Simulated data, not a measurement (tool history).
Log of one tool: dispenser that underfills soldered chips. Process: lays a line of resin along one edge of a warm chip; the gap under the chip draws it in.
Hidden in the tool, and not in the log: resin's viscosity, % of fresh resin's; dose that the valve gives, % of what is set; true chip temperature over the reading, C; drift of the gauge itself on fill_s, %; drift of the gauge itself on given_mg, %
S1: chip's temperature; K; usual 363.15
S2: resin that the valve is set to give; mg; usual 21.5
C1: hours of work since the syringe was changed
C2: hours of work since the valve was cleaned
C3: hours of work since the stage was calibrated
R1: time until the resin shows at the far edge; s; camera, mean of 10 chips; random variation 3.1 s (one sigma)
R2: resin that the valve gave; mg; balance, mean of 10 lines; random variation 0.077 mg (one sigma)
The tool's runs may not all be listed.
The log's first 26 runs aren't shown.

run 27 hour=142.9 | S1=349.15 S2=18.7 | C1=4 C2=24 C3=143 | R1=811.2 R2=18.5
run 28 hour=146.7 | S1=377.15 S2=21.5 | C1=6 C2=26 C3=145 | R1=272 R2=21.43
-- hour=150.1 new syringe of resin
run 29 hour=153.8 | S1=377.15 S2=20.2 | C1=2 C2=31 C3=149 | R1=198.6 R2=20.08
run 30 hour=159.4 | S1=377.15 S2=20.2 | C1=6 C2=34 C3=153 | R1=270.2 R2=20.04
-- hour=163.3 new syringe of resin
run 31 hour=165.2 | S1=350.15 S2=21.5 | C1=1 C2=38 C3=156 | R1=626.8 R2=21.32
run 32 hour=170.1 | S1=368.15 S2=20.6 | C1=4 C2=41 C3=160 | R1=356.1 R2=20.32
run 33 hour=174.2 | S1=362.15 S2=24.3 | C1=7 C2=43 C3=162 | R1=570.9 R2=23.98
-- hour=176.4 new syringe of resin
run 34 hour=179.6 | S1=364.15 S2=18.3 | C1=2 C2=47 C3=165 | R1=342.9 R2=18.14
run 35 hour=184.5 | S1=364.15 S2=18.3 | C1=5 C2=50 C3=169 | R1=460.8 R2=18.04

3 ways to go on from here, each from the tool as it stands after run 35. What would each give?
run A hour=188.8 | S1=373.15 S2=20.7 | C1=8 C2=53 C3=171 | R1=? R2=?
run B hour=188.8 | S1=351.15 S2=24.1 | C1=8 C2=53 C3=171 | R1=? R2=?
run C hour=188.8 | S1=377.15 S2=18.5 | C1=8 C2=53 C3=171 | R1=? R2=?

run=A R1=371.3 R2=20.5
run=B R1=1031.8 R2=23.82
run=C R1=323.6 R2=18.16
Without the tool's hidden state the same runs would have given:
run=A R1=193.4 R2=20.77
run=B R1=540.1 R2=24.13
run=C R1=168.5 R2=18.4

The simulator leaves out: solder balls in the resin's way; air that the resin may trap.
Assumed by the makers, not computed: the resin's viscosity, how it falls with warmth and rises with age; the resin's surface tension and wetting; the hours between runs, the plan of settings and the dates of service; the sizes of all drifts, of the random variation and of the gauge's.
